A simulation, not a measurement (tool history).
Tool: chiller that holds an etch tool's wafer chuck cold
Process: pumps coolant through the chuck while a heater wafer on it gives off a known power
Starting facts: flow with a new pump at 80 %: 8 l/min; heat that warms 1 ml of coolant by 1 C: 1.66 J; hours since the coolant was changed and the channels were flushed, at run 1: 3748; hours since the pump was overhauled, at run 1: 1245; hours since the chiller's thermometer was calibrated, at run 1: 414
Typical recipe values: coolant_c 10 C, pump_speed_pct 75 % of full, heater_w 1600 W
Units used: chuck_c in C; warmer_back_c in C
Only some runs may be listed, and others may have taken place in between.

| run | hour | coolant_c | pump_speed_pct | heater_w | hours since the coolant was changed and the channels were flushed | hours since the pump was overhauled | hours since the chiller's thermometer was calibrated | chuck_c | warmer_back_c |
|---|---|---|---|---|---|---|---|---|---|
| 1 | 0 | 10 | 75 | 1600 | 3748 | 1245 | 414 | 35.6 | 7.9 |
| 2 | 53.6 | 10 | 75 | 1600 | 3802 | 1298 | 467 | 35.7 | 7.84 |
| 3 | 127 | 10 | 75 | 1600 | 3875 | 1372 | 541 | 35.7 | 7.85 |
| 4 | 195.4 | 10 | 83 | 1600 | 3943 | 1440 | 609 | 34.1 | 7.04 |
| 5 | 227 | 10 | 83 | 1600 | 3975 | 1472 | 641 | 33.9 | 7 |
| 6 | 279.3 | 10 | 83 | 1600 | 4027 | 1524 | 693 | 34.1 | 7.06 |
| 7 | 346.9 | 10 | 83 | 1600 | 4095 | 1592 | 761 | 33.9 | 7.09 |
| 8 | 383.7 | 10 | 61 | 1600 | 4132 | 1628 | 797 | 39.9 | 9.84 |
| 9 | 447.9 | 7 | 61 | 1600 | 4196 | 1693 | 862 | 37.1 | 9.81 |
|  | 458.9 | coolant pump overhauled |
| 10 | 490.9 | 7 | 61 | 1600 | 4234 | 32 | 899 | 37.1 | 9.85 |
| 11 | 526.8 | 10 | 75 | 1600 | 4270 | 68 | 935 | 36.2 | 7.87 |
| 12 | 572.6 | 10 | 75 | 1600 | 4316 | 114 | 981 | 36.3 | 7.84 |
| 13 | 604.4 | 10 | 75 | 1600 | 4347 | 145 | 1013 | 36.2 | 7.92 |
|  | 655.3 | coolant pump overhauled, once more |
| 14 | 659.5 | 10 | 75 | 1600 | 4398 | 4 | 1063 | 36 | 7.82 |

Predict the results of run 15:
| 15 | 717.9 | 10 | 75 | 1600 | 4456 | 63 | 1121 | ? | ? |

Run 15 came out at chuck_c 35.8 C, warmer_back_c 7.82 C.
Were there no unlogged condition in the tool, this run, its random variation unchanged, would have produced chuck_c 32 C, warmer_back_c 7.77 C.
